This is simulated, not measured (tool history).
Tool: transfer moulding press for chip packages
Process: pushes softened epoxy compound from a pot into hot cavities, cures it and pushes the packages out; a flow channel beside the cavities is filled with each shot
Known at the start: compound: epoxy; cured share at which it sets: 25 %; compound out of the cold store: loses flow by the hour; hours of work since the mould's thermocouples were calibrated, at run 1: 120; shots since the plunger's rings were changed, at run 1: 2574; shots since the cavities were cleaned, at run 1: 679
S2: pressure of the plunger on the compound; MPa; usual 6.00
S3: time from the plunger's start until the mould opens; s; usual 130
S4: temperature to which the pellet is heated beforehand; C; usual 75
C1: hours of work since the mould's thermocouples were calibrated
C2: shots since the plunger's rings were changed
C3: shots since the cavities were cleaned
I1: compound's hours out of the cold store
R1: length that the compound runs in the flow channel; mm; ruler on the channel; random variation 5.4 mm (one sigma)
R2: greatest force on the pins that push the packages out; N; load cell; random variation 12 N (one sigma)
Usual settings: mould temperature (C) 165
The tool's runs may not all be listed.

{"run": 1, "hour": 0.0, "mould temperature (C)": 165, "S2": 6.0, "S3": 130, "S4": 75, "C1": 120, "C2": 2574, "C3": 679, "I1": 42.9, "R1": 818, "R2": 560}
{"hour": 73.8, "done": "cavities cleaned with cleaning compound and waxed"}
{"run": 2, "hour": 87.4, "mould temperature (C)": 165, "S2": 6.0, "S3": 130, "S4": 75, "C1": 155, "C2": 3085, "C3": 81, "I1": 24.2, "R1": 871, "R2": 550}
{"run": 3, "hour": 170.5, "mould temperature (C)": 165, "S2": 6.0, "S3": 130, "S4": 75, "C1": 189, "C2": 3579, "C3": 575, "I1": 41.2, "R1": 817, "R2": 533}
{"run": 4, "hour": 242.2, "mould temperature (C)": 165, "S2": 6.0, "S3": 130, "S4": 75, "C1": 218, "C2": 4005, "C3": 1001, "I1": 24.5, "R1": 865, "R2": 559}
{"hour": 260.0, "done": "cavities cleaned with cleaning compound and waxed"}
{"run": 5, "hour": 328.5, "mould temperature (C)": 165, "S2": 6.0, "S3": 130, "S4": 75, "C1": 252, "C2": 4509, "C3": 407, "I1": 42.2, "R1": 820, "R2": 544}
{"run": 6, "hour": 392.9, "mould temperature (C)": 165, "S2": 6.0, "S3": 130, "S4": 75, "C1": 278, "C2": 4892, "C3": 790, "I1": 22.7, "R1": 881, "R2": 571}
{"hour": 444.6, "done": "cavities cleaned with cleaning compound and waxed"}
{"run": 7, "hour": 482.1, "mould temperature (C)": 165, "S2": 6.0, "S3": 130, "S4": 75, "C1": 314, "C2": 5414, "C3": 223, "I1": 40.5, "R1": 822, "R2": 547}
{"run": 8, "hour": 540.1, "mould temperature (C)": 165, "S2": 6.0, "S3": 130, "S4": 75, "C1": 338, "C2": 5758, "C3": 567, "I1": 40.9, "R1": 829, "R2": 523}
{"hour": 588.2, "done": "plunger's sealing rings changed"}
{"run": 9, "hour": 604.4, "mould temperature (C)": 165, "S2": 6.0, "S3": 130, "S4": 75, "C1": 363, "C2": 96, "C3": 935, "I1": 46.0, "R1": 813, "R2": 548}
{"hour": 634.4, "done": "cavities cleaned with cleaning compound and waxed"}
{"run": 10, "hour": 646.8, "mould temperature (C)": 170, "S2": 6.0, "S3": 130, "S4": 66, "C1": 379, "C2": 339, "C3": 73, "I1": 22.1, "R1": 850, "R2": 465}
{"run": 11, "hour": 724.6, "mould temperature (C)": 170, "S2": 6.0, "S3": 120, "S4": 66, "C1": 411, "C2": 802, "C3": 536, "I1": 31.2, "R1": 830, "R2": 492}
{"run": 12, "hour": 775.8, "mould temperature (C)": 170, "S2": 6.0, "S3": 120, "S4": 66, "C1": 432, "C2": 1106, "C3": 840, "I1": 38.6, "R1": 812, "R2": 498}
{"hour": 819.6, "done": "cavities cleaned with cleaning compound and waxed"}
{"run": 13, "hour": 819.6, "mould temperature (C)": 170, "S2": 6.0, "S3": 138, "S4": 73, "C1": 449, "C2": 1358, "C3": 0, "I1": 36.4, "R1": 818, "R2": 440}
{"run": 14, "hour": 875.3, "mould temperature (C)": 163, "S2": 6.0, "S3": 122, "S4": 82, "C1": 471, "C2": 1689, "C3": 331, "I1": 21.4, "R1": 887, "R2": 705}
{"run": 15, "hour": 944.5, "mould temperature (C)": 163, "S2": 6.0, "S3": 122, "S4": 78, "C1": 499, "C2": 2100, "C3": 742, "I1": 15.7, "R1": 919, "R2": 727}
{"hour": 1004.8, "done": "cavities cleaned with cleaning compound and waxed"}
{"run": 16, "hour": 1021.6, "mould temperature (C)": 163, "S2": 6.0, "S3": 122, "S4": 78, "C1": 530, "C2": 2550, "C3": 100, "I1": 40.1, "R1": 830, "R2": 680}

3 ways to go on from here, each from the tool as it stands after run 16. What would each give?
{"run": "A", "hour": 1083.0, "mould temperature (C)": 163, "S2": 5.01, "S3": 129, "S4": 78, "C1": 555, "C2": 2915, "C3": 465, "I1": 15.1, "R1": "?", "R2": "?"}
{"run": "B", "hour": 1083.0, "mould temperature (C)": 166, "S2": 6.0, "S3": 139, "S4": 78, "C1": 555, "C2": 2915, "C3": 465, "I1": 8.1, "R1": "?", "R2": "?"}
{"run": "C", "hour": 1083.0, "mould temperature (C)": 171, "S2": 6.0, "S3": 130, "S4": 75, "C1": 555, "C2": 2915, "C3": 465, "I1": 11.3, "R1": "?", "R2": "?"}

run=A R1=820 R2=660
run=B R1=916 R2=477
run=C R1=894 R2=440
Without the tool's hidden state the same runs would have given:
run=A R1=821 R2=657
run=B R1=917 R2=474
run=C R1=895 R2=437
